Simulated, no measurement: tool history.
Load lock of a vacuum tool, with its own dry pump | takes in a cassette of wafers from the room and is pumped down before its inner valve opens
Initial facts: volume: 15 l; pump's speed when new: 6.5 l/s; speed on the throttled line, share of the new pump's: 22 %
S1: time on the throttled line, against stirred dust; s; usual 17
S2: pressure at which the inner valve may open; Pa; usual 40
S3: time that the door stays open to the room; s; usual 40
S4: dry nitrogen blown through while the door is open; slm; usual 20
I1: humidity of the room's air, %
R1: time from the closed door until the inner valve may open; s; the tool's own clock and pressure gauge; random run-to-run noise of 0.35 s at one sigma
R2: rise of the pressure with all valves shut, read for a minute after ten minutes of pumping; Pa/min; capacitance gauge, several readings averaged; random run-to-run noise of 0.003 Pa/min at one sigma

| run | day | S1 | S2 | S3 | S4 | I1 | R1 | R2 |
|---|---|---|---|---|---|---|---|---|
| 1 | 0.000 | 17 | 40 | 40 | 20 | 47.0 | 31.3 | 0.113 |
| 2 | 15.329 | 17 | 40 | 40 | 20 | 44.6 | 31.4 | 0.124 |
| 3 | 25.158 | 17 | 40 | 40 | 20 | 48.0 | 32.3 | 0.141 |
| 4 | 32.188 | 17 | 40 | 40 | 20 | 44.2 | 31.8 | 0.143 |
| 5 | 47.979 | 17 | 40 | 40 | 20 | 47.7 | 32.0 | 0.169 |
| 6 | 55.217 | 17 | 40 | 40 | 20 | 44.8 | 32.3 | 0.176 |
| 7 | 63.888 | 17 | 46 | 40 | 20 | 43.4 | 31.7 | 0.191 |
| 8 | 80.188 | 17 | 46 | 40 | 20 | 44.2 | 31.3 | 0.207 |
| 9 | 89.133 | 17 | 46 | 40 | 20 | 44.5 | 32.2 | 0.228 |
| 10 | 97.400 | 17 | 60 | 40 | 20 | 42.4 | 30.9 | 0.241 |
| 11 | 111.754 | 17 | 40 | 40 | 20 | 42.3 | 33.1 | 0.268 |
| 12 | 124.138 | 17 | 40 | 40 | 20 | 46.8 | 32.1 | 0.284 |
| 13 | 133.950 | 17 | 40 | 40 | 20 | 44.7 | 32.4 | 0.303 |
| 14 | 144.142 | 17 | 40 | 40 | 20 | 43.7 | 32.4 | 0.332 |
| 15 | 154.250 | 17 | 40 | 40 | 20 | 46.6 | 32.1 | 0.345 |
| 16 | 164.379 | 17 | 40 | 40 | 20 | 41.0 | 32.4 | 0.366 |
| 17 | 174.158 | 17 | 33 | 40 | 20 | 43.1 | 33.5 | 0.394 |
| 18 | 184.646 | 9 | 33 | 40 | 20 | 42.8 | 26.8 | 0.419 |
| 19 | 196.225 | 14 | 40 | 40 | 20 | 43.7 | 30.9 | 0.459 |
| 20 | 211.238 | 14 | 40 | 40 | 20 | 45.4 | 30.1 | 0.498 |
| 21 | 221.433 | 14 | 39 | 40 | 4 | 43.4 | 30.8 | 0.545 |
| 22 | 234.217 | 17 | 29 | 71 | 20 | 46.7 | 33.8 | 0.575 |
| 23 | 242.762 | 17 | 29 | 71 | 20 | 43.7 | 34.0 | 0.592 |
| 24 | 257.638 | 17 | 29 | 30 | 7 | 43.5 | 34.6 | 0.634 |
| 25 | 271.067 | 9 | 48 | 218 | 37 | 47.0 | 26.6 | 0.726 |
| 26 | 286.354 | 12 | 40 | 40 | 5 | 44.6 | 29.8 | 0.728 |
| 27 | 301.725 | 12 | 34 | 43 | 33 | 44.5 | 29.5 | 0.747 |
|  | 313.179 | door's seal changed, seat wiped |
| 28 | 313.633 | 30 | 40 | 40 | 26 | 48.9 | 42.7 | 0.049 |
| 29 | 323.325 | 17 | 46 | 115 | 7 | 43.4 | 33.8 | 0.102 |
| 30 | 334.550 | 17 | 74 | 189 | 18 | 45.5 | 32.4 | 0.117 |
| 31 | 345.279 | 25 | 36 | 40 | 24 | 44.7 | 39.7 | 0.072 |
| 32 | 359.279 | 25 | 36 | 40 | 24 | 46.1 | 39.8 | 0.084 |
| 33 | 375.458 | 17 | 40 | 56 | 20 | 41.1 | 33.6 | 0.105 |
| 34 | 388.646 | 17 | 30 | 56 | 20 | 47.6 | 34.5 | 0.128 |
| 35 | 397.817 | 17 | 30 | 102 | 41 | 43.8 | 34.4 | 0.131 |
| 36 | 407.021 | 17 | 30 | 102 | 41 | 47.5 | 35.4 | 0.157 |

Each row is a separate what-if for the run after 36, all from the same tool condition, not one after another. Results?
| A | 415.221 | 13 | 30 | 102 | 41 | 44.7 | ? | ? |
| B | 415.221 | 17 | 45 | 199 | 6 | 44.6 | ? | ? |
| C | 415.221 | 9 | 30 | 166 | 41 | 44.1 | ? | ? |
| D | 415.221 | 12 | 70 | 40 | 41 | 50.5 | ? | ? |

| run | R1 | R2 |
|---|---|---|
| A | 31.8 | 0.156 |
| B | 33.6 | 0.227 |
| C | 29.3 | 0.167 |
| D | 29.0 | 0.148 |
Without the tool's hidden state the same runs would have given:
| run | R1 | R2 |
|---|---|---|
| A | 28.8 | 0.053 |
| B | 30.9 | 0.123 |
| C | 26.2 | 0.063 |
| D | 26.3 | 0.042 |
